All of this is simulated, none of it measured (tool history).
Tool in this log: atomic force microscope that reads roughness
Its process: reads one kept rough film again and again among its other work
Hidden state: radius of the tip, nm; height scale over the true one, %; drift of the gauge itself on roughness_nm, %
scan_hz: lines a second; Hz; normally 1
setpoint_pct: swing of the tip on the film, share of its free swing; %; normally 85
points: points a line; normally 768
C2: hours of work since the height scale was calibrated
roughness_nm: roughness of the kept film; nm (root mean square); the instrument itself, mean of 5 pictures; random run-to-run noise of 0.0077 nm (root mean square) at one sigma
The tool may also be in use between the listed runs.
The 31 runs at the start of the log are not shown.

{"run": 32, "hour": 222.3, "scan_hz": 2.7, "setpoint_pct": 85, "points": 471, "pictures with this tip": 76, "C2": 264, "roughness_nm": 1.489}
{"run": 33, "hour": 228.7, "scan_hz": 2.24, "setpoint_pct": 66, "points": 768, "pictures with this tip": 88, "C2": 268, "roughness_nm": 1.624}
{"run": 34, "hour": 236.7, "scan_hz": 2.24, "setpoint_pct": 66, "points": 768, "pictures with this tip": 103, "C2": 273, "roughness_nm": 1.636}
{"run": 35, "hour": 242.6, "scan_hz": 1.59, "setpoint_pct": 56, "points": 426, "pictures with this tip": 114, "C2": 277, "roughness_nm": 1.654}
{"run": 36, "hour": 251.4, "scan_hz": 3.31, "setpoint_pct": 76, "points": 279, "pictures with this tip": 131, "C2": 283, "roughness_nm": 1.523}
{"run": 37, "hour": 259.8, "scan_hz": 3.77, "setpoint_pct": 83, "points": 1002, "pictures with this tip": 146, "C2": 288, "roughness_nm": 1.441}
{"run": 38, "hour": 267.4, "scan_hz": 3.77, "setpoint_pct": 83, "points": 1002, "pictures with this tip": 161, "C2": 293, "roughness_nm": 1.442}
{"run": 39, "hour": 271.4, "scan_hz": 3.77, "setpoint_pct": 83, "points": 1002, "pictures with this tip": 168, "C2": 295, "roughness_nm": 1.444}
{"run": 40, "hour": 277.4, "scan_hz": 1, "setpoint_pct": 56, "points": 354, "pictures with this tip": 179, "C2": 299, "roughness_nm": 1.652}
{"run": 41, "hour": 281.4, "scan_hz": 1.41, "setpoint_pct": 74, "points": 518, "pictures with this tip": 187, "C2": 302, "roughness_nm": 1.594}
{"run": 42, "hour": 287.9, "scan_hz": 1.38, "setpoint_pct": 89, "points": 566, "pictures with this tip": 199, "C2": 306, "roughness_nm": 1.537}
{"run": 43, "hour": 294.3, "scan_hz": 0.67, "setpoint_pct": 85, "points": 604, "pictures with this tip": 211, "C2": 310, "roughness_nm": 1.616}
{"run": 44, "hour": 300.6, "scan_hz": 0.83, "setpoint_pct": 69, "points": 807, "pictures with this tip": 222, "C2": 314, "roughness_nm": 1.638}
{"hour": 302.8, "done": "new tip fitted"}
{"run": 45, "hour": 305.4, "scan_hz": 0.83, "setpoint_pct": 69, "points": 807, "pictures with this tip": 4, "C2": 317, "roughness_nm": 1.702}

Branching from run 45: 5 alternative next runs. What would each branch give?
{"run": "A", "hour": 313.2, "scan_hz": 0.96, "setpoint_pct": 69, "points": 807, "pictures with this tip": 19, "C2": 322, "roughness_nm": "?"}
{"run": "B", "hour": 313.2, "scan_hz": 1.01, "setpoint_pct": 83, "points": 993, "pictures with this tip": 19, "C2": 322, "roughness_nm": "?"}
{"run": "C", "hour": 313.2, "scan_hz": 0.83, "setpoint_pct": 58, "points": 343, "pictures with this tip": 19, "C2": 322, "roughness_nm": "?"}
{"run": "D", "hour": 313.2, "scan_hz": 0.63, "setpoint_pct": 86, "points": 829, "pictures with this tip": 19, "C2": 322, "roughness_nm": "?"}
{"run": "E", "hour": 313.2, "scan_hz": 1.09, "setpoint_pct": 55, "points": 768, "pictures with this tip": 19, "C2": 322, "roughness_nm": "?"}

run=A roughness_nm=1.658
run=B roughness_nm=1.639
run=C roughness_nm=1.686
run=D roughness_nm=1.668
run=E roughness_nm=1.703
Had the tool no hidden state, the same runs would have come out as:
run=A roughness_nm=1.672
run=B roughness_nm=1.653
run=C roughness_nm=1.701
run=D roughness_nm=1.683
run=E roughness_nm=1.718

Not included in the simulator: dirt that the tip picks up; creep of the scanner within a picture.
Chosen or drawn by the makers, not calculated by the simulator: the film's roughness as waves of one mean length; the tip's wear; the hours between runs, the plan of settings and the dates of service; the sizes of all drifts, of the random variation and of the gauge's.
